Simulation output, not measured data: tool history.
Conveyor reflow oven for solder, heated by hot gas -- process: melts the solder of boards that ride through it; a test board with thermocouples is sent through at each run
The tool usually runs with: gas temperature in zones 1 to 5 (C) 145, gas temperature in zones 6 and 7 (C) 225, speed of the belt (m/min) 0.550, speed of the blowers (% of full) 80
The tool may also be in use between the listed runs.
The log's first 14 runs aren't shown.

| run | hour | gas temperature in zones 1 to 5 (C) | gas temperature in zones 6 and 7 (C) | speed of the belt (m/min) | speed of the blowers (% of full) | hours of work since the flux was cleaned out | hours of work since the belt drive was overhauled | hours of work since the thermocouples were changed | highest temperature of the board (C) | time above the solder's melting point (s) |
|---|---|---|---|---|---|---|---|---|---|---|
| 15 | 259.8 | 145 | 225 | 0.550 | 80 | 44 | 290 | 420 | 208.0 | 51.6 |
|  | 266.1 | belt drive overhauled, speed set with a stopwatch |
| 16 | 277.7 | 145 | 225 | 0.550 | 80 | 51 | 6 | 427 | 207.8 | 51.8 |
| 17 | 297.3 | 145 | 225 | 0.550 | 80 | 61 | 16 | 437 | 207.9 | 51.2 |
| 18 | 321.5 | 145 | 219 | 0.461 | 80 | 73 | 28 | 449 | 207.3 | 63.1 |
| 19 | 345.6 | 146 | 229 | 0.447 | 62 | 85 | 40 | 461 | 213.6 | 71.3 |
| 20 | 370.6 | 144 | 225 | 0.550 | 87 | 98 | 53 | 474 | 208.7 | 52.3 |
| 21 | 384.2 | 133 | 230 | 0.583 | 84 | 105 | 59 | 480 | 208.4 | 44.2 |
| 22 | 403.8 | 145 | 235 | 0.480 | 62 | 114 | 69 | 490 | 216.5 | 67.4 |
|  | 418.0 | belt drive overhauled, speed set with a stopwatch, once more |
| 23 | 419.6 | 145 | 235 | 0.480 | 62 | 120 | 1 | 496 | 216.1 | 66.5 |
| 24 | 440.2 | 145 | 235 | 0.480 | 62 | 131 | 11 | 507 | 216.1 | 66.6 |
| 25 | 460.9 | 131 | 225 | 0.550 | 76 | 141 | 22 | 517 | 203.6 | 40.4 |
| 26 | 472.9 | 131 | 225 | 0.550 | 76 | 147 | 28 | 523 | 203.6 | 40.5 |
| 27 | 490.3 | 145 | 227 | 0.550 | 63 | 156 | 36 | 532 | 205.1 | 46.6 |
| 28 | 512.5 | 145 | 227 | 0.550 | 63 | 167 | 48 | 543 | 205.2 | 46.6 |
| 29 | 529.7 | 145 | 222 | 0.549 | 80 | 176 | 56 | 552 | 204.5 | 47.2 |
| 30 | 544.9 | 145 | 222 | 0.549 | 80 | 183 | 64 | 559 | 204.6 | 47.3 |
| 31 | 564.4 | 145 | 222 | 0.549 | 80 | 193 | 74 | 569 | 204.3 | 47.2 |

Consider 3 possible next runs. They are alternatives, not a sequence: every one starts from the tool as it was left by run 31. What does each give?
| A | 585.3 | 159 | 219 | 0.550 | 89 | 204 | 84 | 580 | ? | ? |
| B | 585.3 | 145 | 225 | 0.550 | 61 | 204 | 84 | 580 | ? | ? |
| C | 585.3 | 142 | 225 | 0.518 | 56 | 204 | 84 | 580 | ? | ? |

| run | highest temperature of the board (C) | time above the solder's melting point (s) |
|---|---|---|
| A | 206.0 | 56.4 |
| B | 202.9 | 43.3 |
| C | 202.4 | 44.8 |
With no hidden state in the tool, these same runs would have given:
| run | highest temperature of the board (C) | time above the solder's melting point (s) |
|---|---|---|
| A | 208.1 | 58.9 |
| B | 205.1 | 46.4 |
| C | 204.6 | 48.0 |

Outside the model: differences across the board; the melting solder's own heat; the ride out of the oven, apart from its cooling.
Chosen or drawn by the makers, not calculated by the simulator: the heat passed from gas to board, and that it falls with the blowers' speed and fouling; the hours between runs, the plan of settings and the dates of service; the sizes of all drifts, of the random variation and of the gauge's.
